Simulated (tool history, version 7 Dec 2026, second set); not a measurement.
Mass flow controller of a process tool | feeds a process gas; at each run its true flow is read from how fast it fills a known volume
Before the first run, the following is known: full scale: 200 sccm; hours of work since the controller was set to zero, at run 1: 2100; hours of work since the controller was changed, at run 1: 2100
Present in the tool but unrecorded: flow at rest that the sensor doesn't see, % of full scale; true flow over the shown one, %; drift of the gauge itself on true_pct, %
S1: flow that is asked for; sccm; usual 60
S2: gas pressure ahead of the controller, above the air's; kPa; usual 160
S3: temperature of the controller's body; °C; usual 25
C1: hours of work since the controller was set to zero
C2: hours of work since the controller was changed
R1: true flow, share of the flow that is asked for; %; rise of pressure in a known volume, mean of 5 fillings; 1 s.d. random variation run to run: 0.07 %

| run | hour | S1 | S2 | S3 | C1 | C2 | R1 |
|---|---|---|---|---|---|---|---|
| 1 | 0.0 | 60 | 160 | 25 | 2100 | 2100 | 97.24 |
| 2 | 65.7 | 60 | 160 | 25 | 2133 | 2133 | 97.07 |
| 3 | 128.0 | 60 | 160 | 25 | 2164 | 2164 | 97.06 |
| 4 | 241.4 | 60 | 160 | 25 | 2221 | 2221 | 97.06 |
| 5 | 350.3 | 60 | 160 | 25 | 2275 | 2275 | 96.97 |
| 6 | 428.1 | 60 | 160 | 25 | 2314 | 2314 | 97.02 |
| 7 | 490.5 | 60 | 160 | 21 | 2345 | 2345 | 96.68 |
| 8 | 596.3 | 60 | 160 | 21 | 2397 | 2397 | 96.68 |
| 9 | 699.6 | 60 | 160 | 21 | 2449 | 2449 | 96.78 |
| 10 | 781.6 | 60 | 160 | 21 | 2490 | 2490 | 96.71 |
| 11 | 834.0 | 60 | 160 | 21 | 2516 | 2516 | 96.65 |
| 12 | 919.1 | 60 | 160 | 21 | 2558 | 2558 | 96.68 |
| 13 | 1008.3 | 60 | 143 | 25 | 2603 | 2603 | 96.91 |
| 14 | 1109.0 | 60 | 160 | 25 | 2653 | 2653 | 96.90 |
| 15 | 1177.2 | 60 | 160 | 25 | 2687 | 2687 | 96.69 |
| 16 | 1271.5 | 60 | 160 | 30 | 2734 | 2734 | 97.02 |
| 17 | 1343.8 | 60 | 160 | 30 | 2770 | 2770 | 96.94 |
| 18 | 1393.2 | 64 | 160 | 25 | 2794 | 2794 | 96.97 |
| 19 | 1467.3 | 60 | 160 | 20 | 2831 | 2831 | 96.46 |
| 20 | 1549.3 | 152 | 160 | 20 | 2872 | 2872 | 98.36 |
| 21 | 1597.3 | 152 | 160 | 20 | 2896 | 2896 | 98.36 |
| 22 | 1658.4 | 60 | 160 | 25 | 2926 | 2926 | 96.72 |
| 23 | 1758.6 | 60 | 160 | 25 | 2976 | 2976 | 96.47 |
| 24 | 1833.9 | 89 | 160 | 25 | 3014 | 3014 | 97.30 |
| 25 | 1925.7 | 183 | 160 | 36 | 3059 | 3059 | 99.30 |
| 26 | 1991.3 | 27 | 270 | 40 | 3092 | 3092 | 94.25 |
| 27 | 2048.9 | 27 | 270 | 40 | 3121 | 3121 | 94.23 |
| 28 | 2162.0 | 27 | 270 | 26 | 3177 | 3177 | 93.69 |
| 29 | 2269.9 | 42 | 207 | 26 | 3231 | 3231 | 95.27 |
| 30 | 2318.2 | 42 | 207 | 26 | 3255 | 3255 | 95.37 |
| 31 | 2393.9 | 42 | 207 | 26 | 3292 | 3292 | 95.25 |
| 32 | 2485.7 | 27 | 160 | 35 | 3338 | 3338 | 94.80 |
| 33 | 2570.7 | 27 | 160 | 35 | 3380 | 3380 | 94.60 |
|  | 2577.8 | controller's zero set anew |
| 34 | 2675.5 | 27 | 160 | 27 | 49 | 3432 | 93.25 |
| 35 | 2777.5 | 69 | 210 | 25 | 99 | 3483 | 95.86 |
|  | 2868.1 | controller's zero set anew, once more |
| 36 | 2888.9 | 175 | 260 | 26 | 10 | 3538 | 98.51 |
| 37 | 2944.7 | 175 | 260 | 26 | 38 | 3566 | 98.47 |
| 38 | 2995.8 | 111 | 225 | 26 | 64 | 3592 | 97.90 |
| 39 | 3085.6 | 185 | 270 | 40 | 108 | 3636 | 98.98 |
| 40 | 3195.5 | 185 | 270 | 40 | 163 | 3691 | 99.05 |
| 41 | 3241.6 | 164 | 253 | 21 | 186 | 3714 | 98.13 |
| 42 | 3328.6 | 164 | 253 | 21 | 229 | 3757 | 98.11 |
| 43 | 3429.7 | 164 | 253 | 21 | 280 | 3808 | 98.04 |
| 44 | 3509.9 | 164 | 253 | 21 | 320 | 3848 | 98.09 |
| 45 | 3597.5 | 197 | 141 | 25 | 363 | 3891 | 99.42 |
| 46 | 3701.3 | 110 | 141 | 22 | 415 | 3943 | 98.11 |
| 47 | 3782.9 | 51 | 219 | 32 | 455 | 3984 | 97.17 |

Measured minus without-hidden-state, run by run (identical run-to-run variation in each term; gauge scatter may differ):
| run | R1 |
|---|---|
| 1 | -1.48 |
| 2 | -1.50 |
| 3 | -1.52 |
| 4 | -1.56 |
| 5 | -1.58 |
| 6 | -1.61 |
| 7 | -1.63 |
| 8 | -1.66 |
| 9 | -1.68 |
| 10 | -1.71 |
| 11 | -1.73 |
| 12 | -1.74 |
| 13 | -1.78 |
| 14 | -1.80 |
| 15 | -1.83 |
| 16 | -1.86 |
| 17 | -1.87 |
| 18 | -1.82 |
| 19 | -1.91 |
| 20 | -1.18 |
| 21 | -1.19 |
| 22 | -1.96 |
| 23 | -1.99 |
| 24 | -1.59 |
| 25 | -1.16 |
| 26 | -3.66 |
| 27 | -3.68 |
| 28 | -3.74 |
| 29 | -2.72 |
| 30 | -2.73 |
| 31 | -2.76 |
| 32 | -3.91 |
| 33 | -3.95 |
| 34 | -5.08 |
| 35 | -2.51 |
| 36 | -0.85 |
| 37 | -0.86 |
| 38 | -0.87 |
| 39 | -0.88 |
| 40 | -0.90 |
| 41 | -0.91 |
| 42 | -0.92 |
| 43 | -0.95 |
| 44 | -0.96 |
| 45 | -0.97 |
| 46 | -1.02 |
| 47 | -1.14 |
